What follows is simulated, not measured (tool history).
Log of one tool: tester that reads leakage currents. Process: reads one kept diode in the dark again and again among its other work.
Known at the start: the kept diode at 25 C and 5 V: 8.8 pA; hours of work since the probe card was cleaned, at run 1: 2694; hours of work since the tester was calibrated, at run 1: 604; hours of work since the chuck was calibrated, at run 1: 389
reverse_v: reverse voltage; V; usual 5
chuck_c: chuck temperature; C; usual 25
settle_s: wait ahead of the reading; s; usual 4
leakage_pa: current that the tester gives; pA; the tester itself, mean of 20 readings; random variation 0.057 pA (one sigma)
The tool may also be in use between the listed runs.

run    hour  reverse_v  chuck_c  settle_s  hours of work since the probe card was cleaned  hours of work since the tester was calibrated  hours of work since the chuck was calibrated  leakage_pa
  1       0          5       25         4                                            2694                                            604                                           389        9.14
  2   173.4          5       25      0.68                                            2813                                            724                                           509       11.22
        218  -- probe card cleaned and baked
  3   326.3          5       25      0.68                                              75                                            828                                           612       11.14
  4   479.6          5       41         4                                             181                                            934                                           718       28.59
  5   625.3          5       41         4                                             281                                           1034                                           819       28.46
  6   751.8          5       41         4                                             369                                           1122                                           906       28.55
  7   857.6          5       41         4                                             442                                           1195                                           979       28.58
  8  1044.3          5       41         4                                             571                                           1324                                          1108       28.52
  9  1220.3          5       41         4                                             692                                           1445                                          1230       28.51
 10  1346.7          5       25         4                                             780                                           1533                                          1317        9.26
 11  1487.4          5       54         4                                             877                                           1630                                          1414        66.8
 12  1637.9          5       54         4                                             981                                           1734                                          1518       66.99
 13  1729.7          5       25         4                                            1044                                           1797                                          1582        9.28
     1817.8  -- chuck's temperature calibrated
 14  1890.1      16.46       25         4                                            1154                                           1907                                            50       19.09
 15  2007.1      16.46       25         4                                            1235                                           1988                                           131       19.04
 16    2096          5       25      0.93                                            1296                                           2049                                           192       10.59
 17  2270.7          2       24      0.65                                            1417                                           2170                                           313        5.83
 18  2439.4      15.06       52      7.69                                            1533                                           2286                                           429      111.13
 19  2593.1       7.08       25         4                                            1639                                           2392                                           536       11.43
 20  2733.5       8.99       40      1.66                                            1737                                           2489                                           633       38.73
 21  2905.2       8.99       40      1.66                                            1855                                           2608                                           751       38.65
 22  3083.6       8.99       40      1.66                                            1978                                           2731                                           874       38.58
 23    3209       8.99       40      1.66                                            2065                                           2818                                           961       38.67
 24  3300.6       1.88       58      0.82                                            2128                                           2881                                          1024       49.42
 25    3441       1.88       26      1.04                                            2225                                           2978                                          1121        6.05
 26  3620.6          5       40      3.59                                            2349                                           3102                                          1245       26.89
 27  3760.9       3.21       25         4                                            2446                                           3199                                          1342        7.13
 28  3847.1      13.64       55      8.44                                            2506                                           3259                                          1402      127.17

4 ways to go on from here, each from the tool as it stands after run 28. What would each give?
  A  4036      13.64       55      0.51                                            2636                                           3389                                          1532           ?
  B  4036      15.19       21      6.42                                            2636                                           3389                                          1532           ?
  C  4036       2.73       43      0.87                                            2636                                           3389                                          1532           ?
  D  4036       3.36       55      0.59                                            2636                                           3389                                          1532           ?

run  leakage_pa
  A      134.31
  B       13.34
  C       23.73
  D       57.94
Without the tool's hidden state the same runs would have given:
run  leakage_pa
  A      134.29
  B       13.31
  C       23.72
  D       57.94

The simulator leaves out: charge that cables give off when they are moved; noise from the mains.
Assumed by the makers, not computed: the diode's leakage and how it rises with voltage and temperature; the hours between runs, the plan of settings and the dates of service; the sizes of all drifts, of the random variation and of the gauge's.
